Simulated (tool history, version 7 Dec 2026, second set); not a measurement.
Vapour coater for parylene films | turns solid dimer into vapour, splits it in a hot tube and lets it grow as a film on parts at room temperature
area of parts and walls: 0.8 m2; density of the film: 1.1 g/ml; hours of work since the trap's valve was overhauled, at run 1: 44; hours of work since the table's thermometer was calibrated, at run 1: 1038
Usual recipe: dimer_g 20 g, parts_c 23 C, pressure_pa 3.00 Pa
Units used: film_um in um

run	hour	dimer_g	parts_c	pressure_pa	hours of work since the trap's valve was overhauled	hours of work since the table's thermometer was calibrated	film_um
1	0.0	20	23	3.00	44	1038	16.36
2	30.9	20	23	6.10	71	1065	13.90
3	49.7	20	23	11.44	87	1082	11.83
4	72.9	20	23	11.44	108	1102	11.83
5	102.0	20	23	3.00	133	1128	16.22
# hour 104.7: table's thermometer calibrated
6	120.7	11	35	2.10	149	14	7.33
7	149.2	11	35	2.10	174	39	7.36
8	168.8	16	21	3.78	191	56	12.42
9	192.1	28	17	3.00	212	77	24.90
10	221.3	36	33	3.51	237	103	22.03

Branching from run 10: 3 alternative next runs. What would each branch give?
# hour 252.6: table's thermometer calibrated, once more
A	252.6	20	23	10.78	264	0	?
# hour 252.6: table's thermometer calibrated, once more
B	252.6	20	27	3.00	264	0	?
# hour 252.6: table's thermometer calibrated, once more
C	252.6	36	29	2.68	264	0	?

run	film_um
A	11.90
B	14.69
C	25.83
With no hidden state in the tool, these same runs would have given:
run	film_um
A	12.49
B	15.42
C	27.12
